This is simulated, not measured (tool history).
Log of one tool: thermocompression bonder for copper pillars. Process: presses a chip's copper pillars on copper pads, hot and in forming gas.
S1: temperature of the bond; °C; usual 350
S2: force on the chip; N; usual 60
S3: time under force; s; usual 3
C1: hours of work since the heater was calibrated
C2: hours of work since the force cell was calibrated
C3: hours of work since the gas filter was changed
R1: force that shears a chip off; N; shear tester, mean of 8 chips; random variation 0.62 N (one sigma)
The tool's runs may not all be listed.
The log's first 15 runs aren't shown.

run,hour,S1,S2,S3,C1,C2,C3,R1
# hour 522.4: heater calibrated with a thermocouple chip
16,540.8,350,60,4,9,963,97,73.8
17,569.6,350,60,4,22,977,111,74.7
18,591.7,350,60,4,33,987,121,74.2
19,633.8,346,73,2,53,1007,142,69
20,655.5,346,73,2,63,1018,152,70.5
# hour 673.6: forming gas filter changed
21,674.6,329,79,4,72,1027,1,79.3
22,717.7,350,56,4,93,1047,21,71.1
23,762.9,368,68,3,114,1069,43,84.1
24,782.3,360,76,4,123,1078,52,92.3
25,807.9,376,57,6,136,1090,64,92.3
26,830.8,376,57,6,147,1101,75,91.4
27,869.8,358,60,3,165,1120,93,71.5
28,906.1,353,60,4,182,1137,111,75.9
29,941.3,353,84,8,199,1154,127,102.9
30,977.9,351,84,2,217,1171,145,79.8
# hour 1004.3: force cell calibrated
# hour 1011.1: forming gas filter changed
31,1016,325,84,2,234,5,2,67
32,1044.6,345,59,2,247,19,16,56.9
33,1089.6,345,59,2,269,40,37,57.4

5 ways to go on from here, each from the tool as it stands after run 33. What would each give?
A,1116.5,350,60,2,282,53,50,?
B,1116.5,350,67,3,282,53,50,?
C,1116.5,374,60,2,282,53,50,?
D,1116.5,373,46,2,282,53,50,?
E,1116.5,332,46,5,282,53,50,?

run,R1
A,61.1
B,74.8
C,70.9
D,57.8
E,54.9
Without the tool's hidden state the same runs would have given:
run,R1
A,61.1
B,74.9
C,70.9
D,57.9
E,54.9
